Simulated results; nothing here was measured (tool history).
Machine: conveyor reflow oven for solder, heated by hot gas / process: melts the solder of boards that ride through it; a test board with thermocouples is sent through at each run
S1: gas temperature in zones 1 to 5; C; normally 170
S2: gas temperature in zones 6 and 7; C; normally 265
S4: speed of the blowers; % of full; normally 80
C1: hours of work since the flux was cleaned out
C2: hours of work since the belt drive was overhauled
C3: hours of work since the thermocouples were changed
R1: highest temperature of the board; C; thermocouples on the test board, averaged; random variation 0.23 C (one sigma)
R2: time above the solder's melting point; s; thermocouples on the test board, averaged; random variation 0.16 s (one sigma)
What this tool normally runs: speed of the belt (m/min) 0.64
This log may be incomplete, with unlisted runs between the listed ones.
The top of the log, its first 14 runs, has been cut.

{"run": 15, "hour": 98.4, "S1": 170, "S2": 265, "speed of the belt (m/min)": 0.514, "S4": 80, "C1": 278, "C2": 175, "C3": 347, "R1": 258.6, "R2": 67.2}
{"run": 16, "hour": 104.8, "S1": 170, "S2": 272, "speed of the belt (m/min)": 0.514, "S4": 80, "C1": 282, "C2": 179, "C3": 351, "R1": 265.1, "R2": 70.4}
{"run": 17, "hour": 108.8, "S1": 158, "S2": 270, "speed of the belt (m/min)": 0.68, "S4": 52, "C1": 285, "C2": 182, "C3": 353, "R1": 249.2, "R2": 40}
{"run": 18, "hour": 117.8, "S1": 158, "S2": 270, "speed of the belt (m/min)": 0.68, "S4": 71, "C1": 290, "C2": 187, "C3": 359, "R1": 253.4, "R2": 43.3}
{"run": 19, "hour": 124.0, "S1": 158, "S2": 265, "speed of the belt (m/min)": 0.64, "S4": 80, "C1": 294, "C2": 191, "C3": 363, "R1": 251.9, "R2": 46.3}
{"run": 20, "hour": 129.1, "S1": 159, "S2": 277, "speed of the belt (m/min)": 0.513, "S4": 87, "C1": 298, "C2": 195, "C3": 366, "R1": 270, "R2": 69.8}
{"run": 21, "hour": 135.7, "S1": 178, "S2": 277, "speed of the belt (m/min)": 0.513, "S4": 86, "C1": 302, "C2": 199, "C3": 371, "R1": 271.2, "R2": 75}
{"run": 22, "hour": 140.4, "S1": 178, "S2": 262, "speed of the belt (m/min)": 0.513, "S4": 86, "C1": 305, "C2": 202, "C3": 374, "R1": 256.7, "R2": 69.2}
{"run": 23, "hour": 148.2, "S1": 178, "S2": 262, "speed of the belt (m/min)": 0.594, "S4": 52, "C1": 310, "C2": 207, "C3": 379, "R1": 250, "R2": 53.7}
{"run": 24, "hour": 156.3, "S1": 170, "S2": 274, "speed of the belt (m/min)": 0.64, "S4": 74, "C1": 315, "C2": 212, "C3": 384, "R1": 261.2, "R2": 53.8}
{"run": 25, "hour": 163.1, "S1": 164, "S2": 257, "speed of the belt (m/min)": 0.64, "S4": 74, "C1": 320, "C2": 217, "C3": 388, "R1": 245.2, "R2": 42.5}
{"run": 26, "hour": 168.8, "S1": 182, "S2": 278, "speed of the belt (m/min)": 0.64, "S4": 80, "C1": 323, "C2": 220, "C3": 392, "R1": 267.1, "R2": 59.7}
{"run": 27, "hour": 175.5, "S1": 165, "S2": 268, "speed of the belt (m/min)": 0.581, "S4": 76, "C1": 327, "C2": 225, "C3": 396, "R1": 257.9, "R2": 56.6}
{"run": 28, "hour": 180.2, "S1": 165, "S2": 268, "speed of the belt (m/min)": 0.581, "S4": 76, "C1": 330, "C2": 228, "C3": 399, "R1": 257.9, "R2": 56.6}
{"run": 29, "hour": 186.6, "S1": 165, "S2": 268, "speed of the belt (m/min)": 0.581, "S4": 76, "C1": 335, "C2": 232, "C3": 403, "R1": 258, "R2": 56.5}
{"run": 30, "hour": 191.0, "S1": 172, "S2": 265, "speed of the belt (m/min)": 0.619, "S4": 56, "C1": 337, "C2": 235, "C3": 406, "R1": 251.5, "R2": 50.1}

Forecast each of these 4 alternatives for the next run:
{"run": "A", "hour": 200.7, "S1": 172, "S2": 265, "speed of the belt (m/min)": 0.619, "S4": 73, "C1": 344, "C2": 241, "C3": 412, "R1": "?", "R2": "?"}
{"run": "B", "hour": 200.7, "S1": 170, "S2": 265, "speed of the belt (m/min)": 0.667, "S4": 80, "C1": 344, "C2": 241, "C3": 412, "R1": "?", "R2": "?"}
{"run": "C", "hour": 200.7, "S1": 159, "S2": 273, "speed of the belt (m/min)": 0.64, "S4": 80, "C1": 344, "C2": 241, "C3": 412, "R1": "?", "R2": "?"}
{"run": "D", "hour": 200.7, "S1": 164, "S2": 257, "speed of the belt (m/min)": 0.619, "S4": 56, "C1": 344, "C2": 241, "C3": 412, "R1": "?", "R2": "?"}

run=A R1=254.1 R2=52.5
run=B R1=252.9 R2=47.3
run=C R1=259.9 R2=50.6
run=D R1=243.4 R2=41.9
With the hidden condition removed and each run's random variation left untouched, the same runs would have given:
run=A R1=254.1 R2=52.5
run=B R1=252.9 R2=47.4
run=C R1=260 R2=50.6
run=D R1=243.4 R2=41.9
